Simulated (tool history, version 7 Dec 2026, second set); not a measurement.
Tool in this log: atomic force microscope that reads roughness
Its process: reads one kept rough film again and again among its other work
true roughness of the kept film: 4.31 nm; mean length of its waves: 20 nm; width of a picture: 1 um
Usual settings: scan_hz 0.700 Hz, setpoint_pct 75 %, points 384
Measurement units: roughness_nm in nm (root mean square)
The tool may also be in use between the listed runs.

run 1 day=0.000 | scan_hz=0.700 setpoint_pct=75 points=384 | roughness_nm=3.370
run 2 day=1.221 | scan_hz=0.700 setpoint_pct=75 points=384 | roughness_nm=3.370
run 3 day=2.292 | scan_hz=0.700 setpoint_pct=75 points=384 | roughness_nm=3.398
run 4 day=3.500 | scan_hz=0.700 setpoint_pct=58 points=384 | roughness_nm=3.441
run 5 day=4.296 | scan_hz=0.700 setpoint_pct=72 points=384 | roughness_nm=3.375
run 6 day=5.292 | scan_hz=0.700 setpoint_pct=75 points=328 | roughness_nm=3.346
-- day=6.321 new tip fitted
run 7 day=6.379 | scan_hz=0.700 setpoint_pct=75 points=328 | roughness_nm=3.351
run 8 day=7.433 | scan_hz=0.700 setpoint_pct=75 points=328 | roughness_nm=3.370
run 9 day=8.983 | scan_hz=0.700 setpoint_pct=75 points=328 | roughness_nm=3.357
run 10 day=10.075 | scan_hz=0.700 setpoint_pct=75 points=384 | roughness_nm=3.374
run 11 day=11.046 | scan_hz=0.700 setpoint_pct=75 points=384 | roughness_nm=3.364
run 12 day=12.442 | scan_hz=0.700 setpoint_pct=75 points=384 | roughness_nm=3.354
-- day=12.596 new tip fitted
run 13 day=13.212 | scan_hz=0.700 setpoint_pct=78 points=384 | roughness_nm=3.353
run 14 day=14.204 | scan_hz=0.700 setpoint_pct=75 points=384 | roughness_nm=3.372
run 15 day=15.179 | scan_hz=0.700 setpoint_pct=55 points=384 | roughness_nm=3.462
run 16 day=16.496 | scan_hz=0.700 setpoint_pct=55 points=384 | roughness_nm=3.469
run 17 day=17.954 | scan_hz=0.700 setpoint_pct=55 points=384 | roughness_nm=3.438
-- day=18.842 new tip fitted
run 18 day=18.933 | scan_hz=0.700 setpoint_pct=69 points=384 | roughness_nm=3.381
run 19 day=20.208 | scan_hz=2.430 setpoint_pct=75 points=384 | roughness_nm=3.107
run 20 day=21.229 | scan_hz=2.430 setpoint_pct=75 points=384 | roughness_nm=3.122
run 21 day=22.021 | scan_hz=2.430 setpoint_pct=75 points=384 | roughness_nm=3.142
run 22 day=22.767 | scan_hz=0.700 setpoint_pct=75 points=384 | roughness_nm=3.381
run 23 day=23.679 | scan_hz=0.700 setpoint_pct=75 points=384 | roughness_nm=3.367
run 24 day=24.758 | scan_hz=0.700 setpoint_pct=75 points=934 | roughness_nm=3.420
-- day=25.142 new tip fitted
run 25 day=26.283 | scan_hz=0.700 setpoint_pct=75 points=384 | roughness_nm=3.374
run 26 day=27.179 | scan_hz=0.700 setpoint_pct=87 points=384 | roughness_nm=3.299
run 27 day=28.079 | scan_hz=0.700 setpoint_pct=87 points=384 | roughness_nm=3.265
run 28 day=29.550 | scan_hz=1.080 setpoint_pct=63 points=292 | roughness_nm=3.347
run 29 day=30.208 | scan_hz=0.700 setpoint_pct=66 points=384 | roughness_nm=3.411
run 30 day=31.104 | scan_hz=1.179 setpoint_pct=60 points=871 | roughness_nm=3.470
-- day=31.375 new tip fitted
run 31 day=32.533 | scan_hz=0.575 setpoint_pct=60 points=379 | roughness_nm=3.456
run 32 day=33.533 | scan_hz=2.238 setpoint_pct=64 points=365 | roughness_nm=3.289
run 33 day=34.838 | scan_hz=2.768 setpoint_pct=83 points=314 | roughness_nm=2.897
run 34 day=35.992 | scan_hz=0.564 setpoint_pct=88 points=556 | roughness_nm=3.341
run 35 day=36.738 | scan_hz=3.015 setpoint_pct=88 points=714 | roughness_nm=2.750
-- day=37.679 new tip fitted
run 36 day=37.892 | scan_hz=0.700 setpoint_pct=75 points=664 | roughness_nm=3.393
run 37 day=38.596 | scan_hz=2.238 setpoint_pct=86 points=664 | roughness_nm=2.982
run 38 day=39.242 | scan_hz=0.866 setpoint_pct=60 points=302 | roughness_nm=3.403
run 39 day=40.071 | scan_hz=0.553 setpoint_pct=82 points=797 | roughness_nm=3.404
run 40 day=41.146 | scan_hz=3.092 setpoint_pct=82 points=797 | roughness_nm=2.880
run 41 day=42.171 | scan_hz=3.092 setpoint_pct=82 points=797 | roughness_nm=2.898
run 42 day=43.404 | scan_hz=0.961 setpoint_pct=82 points=570 | roughness_nm=3.283
-- day=43.904 new tip fitted
run 43 day=44.358 | scan_hz=0.961 setpoint_pct=82 points=570 | roughness_nm=3.317
run 44 day=45.008 | scan_hz=1.709 setpoint_pct=88 points=269 | roughness_nm=2.955
run 45 day=46.408 | scan_hz=1.709 setpoint_pct=88 points=269 | roughness_nm=2.982
run 46 day=47.283 | scan_hz=0.715 setpoint_pct=88 points=656 | roughness_nm=3.312
run 47 day=48.117 | scan_hz=1.503 setpoint_pct=75 points=832 | roughness_nm=3.274
run 48 day=49.358 | scan_hz=2.260 setpoint_pct=85 points=354 | roughness_nm=2.962
-- day=50.175 new tip fitted
run 49 day=50.396 | scan_hz=2.260 setpoint_pct=85 points=354 | roughness_nm=2.950
run 50 day=51.654 | scan_hz=0.901 setpoint_pct=75 points=354 | roughness_nm=3.336
run 51 day=53.117 | scan_hz=0.700 setpoint_pct=69 points=384 | roughness_nm=3.384
run 52 day=54.575 | scan_hz=0.700 setpoint_pct=69 points=384 | roughness_nm=3.381
run 53 day=55.808 | scan_hz=0.700 setpoint_pct=73 points=566 | roughness_nm=3.422

Here are 3 independent what-if runs from the current tool condition. What would each one return?
-- day=56.512 new tip fitted
run A day=56.558 | scan_hz=1.369 setpoint_pct=85 points=492 | roughness_nm=?
-- day=56.512 new tip fitted
run B day=56.558 | scan_hz=0.700 setpoint_pct=73 points=605 | roughness_nm=?
-- day=56.512 new tip fitted
run C day=56.558 | scan_hz=0.599 setpoint_pct=59 points=384 | roughness_nm=?

run=A roughness_nm=3.183
run=B roughness_nm=3.435
run=C roughness_nm=3.447
Without the tool's unlogged condition, the same runs would have read:
run=A roughness_nm=3.184
run=B roughness_nm=3.436
run=C roughness_nm=3.448
